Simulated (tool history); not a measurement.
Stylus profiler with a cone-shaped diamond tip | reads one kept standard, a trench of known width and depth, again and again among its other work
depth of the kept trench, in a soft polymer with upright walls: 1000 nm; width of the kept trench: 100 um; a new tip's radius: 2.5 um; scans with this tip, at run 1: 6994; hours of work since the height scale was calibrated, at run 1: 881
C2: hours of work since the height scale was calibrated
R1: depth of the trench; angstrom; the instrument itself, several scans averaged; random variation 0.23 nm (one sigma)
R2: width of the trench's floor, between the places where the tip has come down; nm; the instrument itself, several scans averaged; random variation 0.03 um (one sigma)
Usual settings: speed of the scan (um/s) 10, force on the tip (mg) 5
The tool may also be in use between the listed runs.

Run 1, hour 0: usual settings; scans with this tip 6994; C2 881. Result: R1 10168.9 angstrom, R2 95290 nm.
Run 2, hour 77.2: usual settings but speed of the scan (um/s) 18; scans with this tip 7283; C2 917. Result: R1 10165.8 angstrom, R2 95210 nm.
Run 3, hour 143.4: usual settings but speed of the scan (um/s) 18; scans with this tip 7530; C2 948. Result: R1 10164.1 angstrom, R2 95170 nm.
Run 4, hour 213.8: usual settings but speed of the scan (um/s) 16; scans with this tip 7793; C2 981. Result: R1 10169.1 angstrom, R2 95180 nm.
Run 5, hour 296.9: usual settings but speed of the scan (um/s) 16; scans with this tip 8104; C2 1020. Result: R1 10169.3 angstrom, R2 95150 nm.
Run 6, hour 361.4: usual settings but speed of the scan (um/s) 16; scans with this tip 8345; C2 1051. Result: R1 10171.3 angstrom, R2 95140 nm.
Run 7, hour 404.1: usual settings but speed of the scan (um/s) 16; scans with this tip 8505; C2 1071. Result: R1 10172.4 angstrom, R2 95120 nm.
Run 8, hour 451.6: usual settings but speed of the scan (um/s) 16, force on the tip (mg) 12.82; scans with this tip 8682; C2 1093. Result: R1 10296 angstrom, R2 95150 nm.
Run 9, hour 546.2: usual settings but force on the tip (mg) 3.08; scans with this tip 9036; C2 1138. Result: R1 10134.3 angstrom, R2 95130 nm.
At hour 555: height scale calibrated on a step standard.
Run 10, hour 641.4: usual settings but force on the tip (mg) 3.08; scans with this tip 9390; C2 41. Result: R1 10146.7 angstrom, R2 95080 nm.
Run 11, hour 736.2: usual settings but speed of the scan (um/s) 17, force on the tip (mg) 2.3; scans with this tip 9744; C2 85. Result: R1 10133.3 angstrom, R2 95000 nm.
At hour 743.8: height scale calibrated on a step standard, once more.
Run 12, hour 792.1: usual settings but speed of the scan (um/s) 5, force on the tip (mg) 8.68; scans with this tip 9951; C2 23. Result: R1 10210.1 angstrom, R2 95110 nm.
Run 13, hour 838.8: usual settings but speed of the scan (um/s) 7, force on the tip (mg) 11.65; scans with this tip 10126; C2 45. Result: R1 10249.5 angstrom, R2 95080 nm.
Run 14, hour 905: usual settings but speed of the scan (um/s) 11, force on the tip (mg) 12.99; scans with this tip 10373; C2 76. Result: R1 10272.7 angstrom, R2 95000 nm.
Run 15, hour 953.5: usual settings but speed of the scan (um/s) 7, force on the tip (mg) 7.49; scans with this tip 10554; C2 99. Result: R1 10189.6 angstrom, R2 95030 nm.
Run 16, hour 1040.3: usual settings but speed of the scan (um/s) 20, force on the tip (mg) 3.61; scans with this tip 10879; C2 140. Result: R1 10124.7 angstrom, R2 94920 nm.

The next listed run, before its measurement:
Run 17, hour 1102.7: usual settings but speed of the scan (um/s) 7, force on the tip (mg) 9.8; scans with this tip 11112; C2 169. Result: R1 ?, R2 ?.

Run 17 gave R1 10223.5 angstrom, R2 94990 nm.
Without the tool's hidden state the same run would have given R1 10213 angstrom, R2 95980 nm.

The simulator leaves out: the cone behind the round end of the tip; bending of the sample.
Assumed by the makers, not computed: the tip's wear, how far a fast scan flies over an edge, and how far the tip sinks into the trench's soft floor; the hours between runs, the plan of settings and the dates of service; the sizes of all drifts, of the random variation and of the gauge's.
